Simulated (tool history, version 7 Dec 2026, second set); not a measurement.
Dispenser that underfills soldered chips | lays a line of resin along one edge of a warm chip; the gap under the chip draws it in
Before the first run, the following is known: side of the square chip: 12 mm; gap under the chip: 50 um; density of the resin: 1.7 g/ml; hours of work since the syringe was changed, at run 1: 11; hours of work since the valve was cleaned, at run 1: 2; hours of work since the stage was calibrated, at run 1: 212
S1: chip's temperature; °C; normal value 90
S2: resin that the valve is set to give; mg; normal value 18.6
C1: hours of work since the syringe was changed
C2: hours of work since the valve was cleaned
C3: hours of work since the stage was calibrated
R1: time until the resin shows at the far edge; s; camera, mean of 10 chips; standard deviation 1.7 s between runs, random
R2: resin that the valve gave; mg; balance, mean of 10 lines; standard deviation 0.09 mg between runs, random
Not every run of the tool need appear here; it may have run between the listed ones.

run  hour   S1    S2  C1  C2   C3     R1     R2
  1   0.0   90  18.6  11   2  212  335.6  18.54
      1.7  -- new syringe of resin
  2   4.0   90  18.6   2   5  215  184.7  18.48
  3   8.2   78  18.6   4   7  217  302.3  18.45
  4  14.0   78  18.6   8  11  221  392.9  18.44
  5  17.7   90  18.6  10  14  223  335.1  18.19
     20.0  -- new syringe of resin
  6  25.1   90  18.6   3  18  228  213.0  18.34
  7  28.9   86  18.6   6  21  231  275.6  18.12
  8  36.6   86  19.5  11  26  236  380.9  19.11
     38.1  -- new syringe of resin
  9  40.8   93  22.0   2  28  238  169.7  21.23
 10  45.7   96  22.6   5  31  241  190.9  21.85
 11  52.4   96  22.6   9  36  246  253.5  21.78
     56.1  -- new syringe of resin
 12  58.5   96  22.6   2  40  249  156.9  21.66
 13  62.3  101  17.1   4  42  252  169.0  16.39
 14  68.6  101  17.1   8  46  256  219.7  16.36
 15  73.4  101  17.1  11  49  259  270.8  16.24
     74.2  -- new syringe of resin
 16  79.4   84  18.4   3  53  263  240.3  17.35

Difference, measured minus no-hidden-state, one row per run. Run-to-run variation is common to both terms; the gauge's own scatter need not be:
The hidden state here: resin's viscosity, % of fresh resin's; dose that the valve gives, % of what is set; true chip temperature over the reading, C; drift of the gauge itself on fill_s, %; drift of the gauge itself on given_mg, %.
run      R1     R2
  1  +166.4  -0.07
  2   +15.4  -0.11
  3   +69.8  -0.15
  4  +157.6  -0.23
  5  +163.8  -0.27
  6   +39.4  -0.36
  7   +84.9  -0.40
  8  +190.9  -0.51
  9   +12.7  -0.63
 10   +48.0  -0.73
 11  +111.1  -0.83
 12   +12.3  -0.91
 13   +37.5  -0.74
 14   +88.9  -0.80
 15  +140.0  -0.85
 16   +43.7  -0.98
